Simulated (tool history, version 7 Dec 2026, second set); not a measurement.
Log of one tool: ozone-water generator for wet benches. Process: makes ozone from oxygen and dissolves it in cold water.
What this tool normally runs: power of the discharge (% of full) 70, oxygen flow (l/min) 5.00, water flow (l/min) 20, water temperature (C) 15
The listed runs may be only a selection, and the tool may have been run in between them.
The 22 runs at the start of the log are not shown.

run,hour,power of the discharge (% of full),oxygen flow (l/min),water flow (l/min),water temperature (C),hours of work since the electrodes were changed,hours of work since the contactor was cleaned,hours of work since the thermometer was calibrated,dissolved ozone (ppm),ozone in the gas ahead of the water (g/m3)
23,3759.4,89,8.40,29,9,4396,2082,618,18.3,168.4
24,3922.6,96,5.00,15,15,4552,2238,774,32.1,256.4
25,4127.9,78,5.00,20,15,4749,2434,970,22.0,218.5
26,4328.5,70,4.30,23,15,4941,2626,1162,18.4,226.5
27,4515.5,56,4.05,15,17,5120,2805,1341,21.6,198.9
28,4664.5,70,5.00,14,8,5262,2948,1484,29.9,205.0
29,4854.7,70,5.00,14,8,5444,3130,1666,29.8,203.0
30,4945.5,70,5.00,15,22,5531,3217,1753,22.8,201.8
31,5122.9,43,7.33,15,22,5701,3387,1923,14.1,108.3
32,5335.0,60,2.58,15,15,5904,3590,2126,24.4,290.1

3 ways to go on from here, each from the tool as it stands after run 32. What would each give?
A,5494.4,97,5.00,20,7,6057,3742,2278,?,?
B,5494.4,46,5.00,15,12,6057,3742,2278,?,?
C,5494.4,70,5.00,20,21,6057,3742,2278,?,?

run,dissolved ozone (ppm),ozone in the gas ahead of the water (g/m3)
A,28.5,254.9
B,19.4,149.3
C,18.8,205.2
Take away the tool's hidden state, keep each run's random variation, and the runs would have read:
run,dissolved ozone (ppm),ozone in the gas ahead of the water (g/m3)
A,28.6,255.4
B,19.5,149.4
C,18.9,205.5

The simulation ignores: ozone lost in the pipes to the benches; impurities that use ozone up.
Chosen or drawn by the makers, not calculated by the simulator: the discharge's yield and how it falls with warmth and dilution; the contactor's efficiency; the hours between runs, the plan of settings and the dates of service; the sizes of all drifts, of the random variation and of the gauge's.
